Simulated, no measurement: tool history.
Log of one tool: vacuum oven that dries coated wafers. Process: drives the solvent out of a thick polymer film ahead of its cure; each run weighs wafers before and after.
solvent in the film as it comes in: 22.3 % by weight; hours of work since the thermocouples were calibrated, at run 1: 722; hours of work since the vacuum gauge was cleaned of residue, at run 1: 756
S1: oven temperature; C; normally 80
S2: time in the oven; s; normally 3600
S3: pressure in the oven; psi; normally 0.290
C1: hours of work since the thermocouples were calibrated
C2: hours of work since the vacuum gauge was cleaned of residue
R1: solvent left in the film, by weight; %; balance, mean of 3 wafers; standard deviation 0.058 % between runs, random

Run 1, day 0.000: usual settings; C1 722; C2 756. Result: R1 3.61 %.
Run 2, day 0.825: usual settings; C1 734; C2 768. Result: R1 3.66 %.
Run 3, day 1.446: usual settings but S1 81 C; C1 743; C2 777. Result: R1 3.27 %.
Run 4, day 2.396: usual settings but S1 81 C; C1 757; C2 791. Result: R1 3.34 %.
Run 5, day 3.075: usual settings; C1 766; C2 801. Result: R1 3.74 %.
Run 6, day 3.800: usual settings but S3 1.136 psi; C1 777; C2 811. Result: R1 7.42 %.
Run 7, day 4.571: usual settings but S3 1.136 psi; C1 788; C2 822. Result: R1 7.26 %.
Run 8, day 5.954: usual settings; C1 808; C2 842. Result: R1 3.75 %.
Run 9, day 7.242: usual settings; C1 827; C2 861. Result: R1 3.87 %.
Run 10, day 7.892: usual settings; C1 836; C2 870. Result: R1 3.81 %.
Run 11, day 9.333: usual settings; C1 857; C2 891. Result: R1 3.85 %.
Run 12, day 10.575: usual settings; C1 875; C2 909. Result: R1 3.86 %.
Run 13, day 11.717: usual settings; C1 891; C2 926. Result: R1 3.79 %.
Run 14, day 12.492: usual settings; C1 902; C2 937. Result: R1 3.93 %.
Run 15, day 13.621: usual settings; C1 919; C2 953. Result: R1 3.80 %.
Run 16, day 15.058: usual settings; C1 940; C2 974. Result: R1 3.86 %.
Run 17, day 16.112: usual settings; C1 955; C2 989. Result: R1 3.89 %.
Run 18, day 17.421: usual settings but S1 86 C; C1 974; C2 1008. Result: R1 2.11 %.
Run 19, day 18.738: usual settings but S1 86 C; C1 993; C2 1027. Result: R1 2.14 %.
Run 20, day 19.517: usual settings but S1 86 C; C1 1004; C2 1038. Result: R1 2.07 %.
Run 21, day 20.850: usual settings but S3 0.483 psi; C1 1023; C2 1058. Result: R1 4.83 %.
Run 22, day 22.171: usual settings but S3 0.483 psi; C1 1042; C2 1077. Result: R1 4.83 %.
Run 23, day 22.908: usual settings but S3 0.483 psi; C1 1053; C2 1087. Result: R1 4.81 %.
Run 24, day 23.629: usual settings but S3 0.483 psi; C1 1063; C2 1098. Result: R1 4.90 %.
Run 25, day 24.933: usual settings but S1 79 C, S3 0.175 psi; C1 1082; C2 1117. Result: R1 3.91 %.
Run 26, day 26.333: usual settings but S1 65 C, S2 6180 s, S3 0.577 psi; C1 1102; C2 1137. Result: R1 10.07 %.
Run 27, day 26.988: usual settings but S1 65 C, S2 6180 s, S3 0.577 psi; C1 1112; C2 1146. Result: R1 10.13 %.
Run 28, day 28.283: usual settings but S1 84 C, S2 5340 s, S3 0.203 psi; C1 1131; C2 1165. Result: R1 1.37 %.
Run 29, day 29.388: usual settings but S1 84 C, S2 5340 s, S3 0.203 psi; C1 1147; C2 1181. Result: R1 1.36 %.
Run 30, day 30.312: usual settings but S2 1800 s, S3 0.207 psi; C1 1160; C2 1194. Result: R1 7.82 %.
Run 31, day 31.608: usual settings but S2 1860 s, S3 0.392 psi; C1 1179; C2 1213. Result: R1 8.38 %.
Run 32, day 32.488: usual settings but S2 1860 s, S3 0.392 psi; C1 1191; C2 1226. Result: R1 8.29 %.
At day 32.621: vacuum gauge cleaned of residue and calibrated.
Run 33, day 33.971: usual settings but S1 85 C, S2 2880 s, S3 0.280 psi; C1 1212; C2 20. Result: R1 3.22 %.
Run 34, day 35.104: usual settings but S1 71 C, S2 4680 s, S3 0.316 psi; C1 1228; C2 36. Result: R1 6.94 %.
Run 35, day 35.775: usual settings but S1 85 C; C1 1238; C2 46. Result: R1 2.63 %.
Run 36, day 36.712: usual settings but S1 85 C; C1 1252; C2 59. Result: R1 2.51 %.
At day 37.129: vacuum gauge cleaned of residue and calibrated, once more.
Run 37, day 38.217: usual settings but S1 88 C, S2 3420 s, S3 0.421 psi; C1 1272; C2 16. Result: R1 2.26 %.
Run 38, day 39.408: usual settings but S1 72 C, S2 1920 s, S3 0.146 psi; C1 1290; C2 33. Result: R1 10.78 %.
Run 39, day 40.196: usual settings but S1 77 C, S2 4800 s; C1 1301; C2 44. Result: R1 3.95 %.
Run 40, day 41.479: usual settings but S1 77 C, S2 4800 s; C1 1319; C2 63. Result: R1 3.93 %.
Run 41, day 42.638: usual settings but S1 77 C, S2 4800 s; C1 1336; C2 80. Result: R1 4.04 %.
Run 42, day 43.296: usual settings but S1 77 C, S2 5880 s, S3 0.622 psi; C1 1346; C2 89. Result: R1 4.87 %.
Run 43, day 44.704: usual settings but S1 77 C, S2 5880 s, S3 0.622 psi; C1 1366; C2 109. Result: R1 4.89 %.
Run 44, day 45.954: usual settings but S1 77 C, S2 5880 s, S3 0.622 psi; C1 1384; C2 127. Result: R1 4.82 %.
Run 45, day 47.271: usual settings but S1 87 C, S2 4140 s, S3 0.616 psi; C1 1403; C2 146. Result: R1 2.95 %.
Run 46, day 48.771: usual settings but S3 1.041 psi; C1 1425; C2 168. Result: R1 7.63 %.
Run 47, day 49.425: usual settings but S1 81 C, S3 0.619 psi; C1 1434; C2 178. Result: R1 5.31 %.

Consider 3 possible next runs. They are alternatives, not a sequence: every one starts from the tool as it was left by run 47. What does each give?
Run A, day 50.229: usual settings but S1 65 C, S2 2160 s, S3 0.344 psi; C1 1446; C2 189. Result: R1 ?.
Run B, day 50.229: usual settings but S1 79 C, S2 2400 s, S3 0.619 psi; C1 1446; C2 189. Result: R1 ?.
Run C, day 50.229: usual settings but S1 67 C, S2 3060 s, S3 1.098 psi; C1 1446; C2 189. Result: R1 ?.

run     R1
  A  13.97
  B   8.14
  C  15.30
Take away the tool's hidden state, keep each run's random variation, and the runs would have read:
run     R1
  A  12.59
  B   6.48
  C  13.51
